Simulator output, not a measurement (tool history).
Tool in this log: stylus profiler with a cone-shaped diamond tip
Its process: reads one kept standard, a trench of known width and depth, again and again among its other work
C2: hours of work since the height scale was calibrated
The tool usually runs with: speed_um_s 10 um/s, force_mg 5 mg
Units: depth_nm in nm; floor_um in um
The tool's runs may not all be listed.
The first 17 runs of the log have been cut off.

Run 18, hour 313.7: usual settings; scans with this tip 9607; C2 42. Result: depth_nm 102.17 nm, floor_um 48.46 um.
Run 19, hour 338.6: usual settings but speed_um_s 3 um/s; scans with this tip 9797; C2 61. Result: depth_nm 102.16 nm, floor_um 48.45 um.
Run 20, hour 350.9: usual settings but speed_um_s 3 um/s; scans with this tip 9891; C2 69. Result: depth_nm 102.16 nm, floor_um 48.43 um.
Run 21, hour 368: usual settings but speed_um_s 3 um/s; scans with this tip 10022; C2 82. Result: depth_nm 102.25 nm, floor_um 48.44 um.
Run 22, hour 388.5: usual settings but speed_um_s 32 um/s, force_mg 2.57 mg; scans with this tip 10179; C2 97. Result: depth_nm 101.36 nm, floor_um 48.33 um.
Run 23, hour 404.5: usual settings but speed_um_s 2 um/s, force_mg 7.59 mg; scans with this tip 10301; C2 108. Result: depth_nm 102.87 nm, floor_um 48.42 um.
Run 24, hour 418.1: usual settings but speed_um_s 3 um/s, force_mg 2.78 mg; scans with this tip 10405; C2 118. Result: depth_nm 101.43 nm, floor_um 48.45 um.
Run 25, hour 436.6: usual settings but speed_um_s 18 um/s, force_mg 6.09 mg; scans with this tip 10546; C2 131. Result: depth_nm 102.53 nm, floor_um 48.39 um.
Run 26, hour 456.8: usual settings but speed_um_s 3 um/s, force_mg 1.86 mg; scans with this tip 10701; C2 146. Result: depth_nm 101.14 nm, floor_um 48.44 um.
Run 27, hour 472.5: usual settings but speed_um_s 4 um/s, force_mg 4.44 mg; scans with this tip 10821; C2 157. Result: depth_nm 102.09 nm, floor_um 48.44 um.
Run 28, hour 487.4: usual settings but speed_um_s 4 um/s, force_mg 12.34 mg; scans with this tip 10936; C2 168. Result: depth_nm 104 nm, floor_um 48.41 um.
Run 29, hour 500.3: usual settings but speed_um_s 2 um/s; scans with this tip 11034; C2 178. Result: depth_nm 102.15 nm, floor_um 48.48 um.
Run 30, hour 524.2: usual settings but speed_um_s 6 um/s, force_mg 5.53 mg; scans with this tip 11217; C2 195. Result: depth_nm 102.35 nm, floor_um 48.4 um.
Run 31, hour 545.5: usual settings but speed_um_s 39 um/s, force_mg 5.6 mg; scans with this tip 11380; C2 210. Result: depth_nm 102.41 nm, floor_um 48.28 um.
Run 32, hour 562.9: usual settings but speed_um_s 39 um/s, force_mg 5.6 mg; scans with this tip 11513; C2 223. Result: depth_nm 102.31 nm, floor_um 48.36 um.
Run 33, hour 588.7: usual settings but speed_um_s 2 um/s, force_mg 2.55 mg; scans with this tip 11710; C2 242. Result: depth_nm 101.42 nm, floor_um 48.37 um.
Run 34, hour 602.1: usual settings but speed_um_s 3 um/s, force_mg 5.68 mg; scans with this tip 11813; C2 251. Result: depth_nm 102.47 nm, floor_um 48.37 um.
Run 35, hour 616.7: usual settings but speed_um_s 12 um/s, force_mg 9.16 mg; scans with this tip 11924; C2 262. Result: depth_nm 103.26 nm, floor_um 48.41 um.

Consider 3 possible next runs. They are alternatives, not a sequence: every one starts from the tool as it was left by run 35. What does each give?
Run A, hour 634.4: usual settings but speed_um_s 7 um/s, force_mg 2.05 mg; scans with this tip 12060; C2 275. Result: depth_nm ?, floor_um ?.
Run B, hour 634.4: usual settings but speed_um_s 3 um/s, force_mg 4.99 mg; scans with this tip 12060; C2 275. Result: depth_nm ?, floor_um ?.
Run C, hour 634.4: usual settings but speed_um_s 12 um/s, force_mg 2.19 mg; scans with this tip 12060; C2 275. Result: depth_nm ?, floor_um ?.

run  depth_nm  floor_um
  A    101.27     48.35
  B     102.2     48.39
  C    101.29     48.39
What these runs would have given with no unlogged condition in the tool:
run  depth_nm  floor_um
  A    101.23     48.71
  B    102.15     48.75
  C    101.25     48.75
